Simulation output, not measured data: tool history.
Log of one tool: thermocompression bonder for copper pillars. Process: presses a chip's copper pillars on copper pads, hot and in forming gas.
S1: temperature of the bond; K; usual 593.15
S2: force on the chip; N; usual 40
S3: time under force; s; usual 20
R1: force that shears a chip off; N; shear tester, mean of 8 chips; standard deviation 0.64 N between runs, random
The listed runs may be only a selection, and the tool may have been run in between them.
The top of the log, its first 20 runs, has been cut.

| run | hour | S1 | S2 | S3 | R1 |
|---|---|---|---|---|---|
| 21 | 203.9 | 593.15 | 40 | 17 | 69.2 |
| 22 | 211.9 | 593.15 | 40 | 17 | 68.9 |
| 23 | 224.1 | 572.15 | 30 | 39 | 66.2 |
| 24 | 232.7 | 593.15 | 24 | 49 | 75.2 |
| 25 | 245.9 | 617.15 | 40 | 54 | 91.9 |
| 26 | 254.2 | 591.15 | 40 | 20 | 68.6 |
| 27 | 266.3 | 591.15 | 40 | 20 | 69.4 |
| 28 | 273.6 | 575.15 | 32 | 20 | 56.1 |
| 29 | 286.4 | 623.15 | 40 | 20 | 81.1 |
| 30 | 296 | 567.15 | 39 | 20 | 56.3 |
| 31 | 307.9 | 567.15 | 39 | 20 | 56.6 |
| 32 | 316.7 | 567.15 | 39 | 20 | 56.7 |
| 33 | 327.4 | 609.15 | 40 | 20 | 76 |
| 34 | 336.6 | 609.15 | 40 | 20 | 75.3 |
| 35 | 350.8 | 569.15 | 52 | 33 | 71.4 |
| 36 | 364.9 | 569.15 | 52 | 33 | 70.1 |

Run 37, settings as shown, results not yet in. Your forecast:
| 37 | 372.2 | 593.15 | 50 | 20 | ? |

Run 37 gave R1 71.3 N.
With the hidden condition absent and the run-to-run variation left alone, this run would have shown R1 77.1 N.

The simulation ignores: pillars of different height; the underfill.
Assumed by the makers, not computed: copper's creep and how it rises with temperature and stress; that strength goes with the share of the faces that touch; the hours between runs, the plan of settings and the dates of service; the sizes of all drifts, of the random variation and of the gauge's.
